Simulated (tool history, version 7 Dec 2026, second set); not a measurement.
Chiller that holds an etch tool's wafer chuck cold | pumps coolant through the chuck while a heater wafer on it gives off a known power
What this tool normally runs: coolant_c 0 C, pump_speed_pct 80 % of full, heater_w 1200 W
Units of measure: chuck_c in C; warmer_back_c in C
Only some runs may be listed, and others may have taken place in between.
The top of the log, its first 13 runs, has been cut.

run	day	coolant_c	pump_speed_pct	heater_w	chuck_c	warmer_back_c
14	25.179	0	80	980	7.2	2.71
15	26.438	9	80	1200	17.9	3.36
# day 26.612: chiller's thermometer calibrated
16	28.458	9	80	1200	18.1	3.35
17	30.312	2	80	1200	10.9	3.30
18	33.292	2	80	1200	11.0	3.34
19	36.125	5	69	1448	17.0	4.74
20	38.583	5	69	1448	17.1	4.76
# day 39.642: chiller's thermometer calibrated, once more
21	41.575	5	69	1448	17.0	4.78
22	43.288	5	69	1448	17.1	4.81
23	45.454	5	69	1448	17.0	4.77
24	47.008	6	87	861	12.0	2.15
25	49.488	6	87	861	12.1	2.20
26	50.854	6	87	861	12.1	2.29
27	53.542	-6	76	861	0.9	2.62
28	55.896	-2	82	1581	9.6	4.38
29	58.479	5	74	1541	17.3	4.82
30	61.288	5	74	1541	17.5	4.84
31	62.921	5	68	784	11.7	2.72

Predict each of these 4 candidate next runs independently; none follows another, all start after run 31:
A	64.229	-7	68	784	?	?
B	64.229	-2	73	966	?	?
C	64.229	-5	80	900	?	?
D	64.229	-8	73	1695	?	?

run	chuck_c	warmer_back_c
A	-0.2	2.69
B	6.1	3.09
C	1.9	2.52
D	5.8	5.38
The same runs, with their run-to-run variation unchanged, on a tool lacking any hidden condition would have given:
run	chuck_c	warmer_back_c
A	-1.3	2.51
B	4.8	2.88
C	0.8	2.35
D	3.7	5.02

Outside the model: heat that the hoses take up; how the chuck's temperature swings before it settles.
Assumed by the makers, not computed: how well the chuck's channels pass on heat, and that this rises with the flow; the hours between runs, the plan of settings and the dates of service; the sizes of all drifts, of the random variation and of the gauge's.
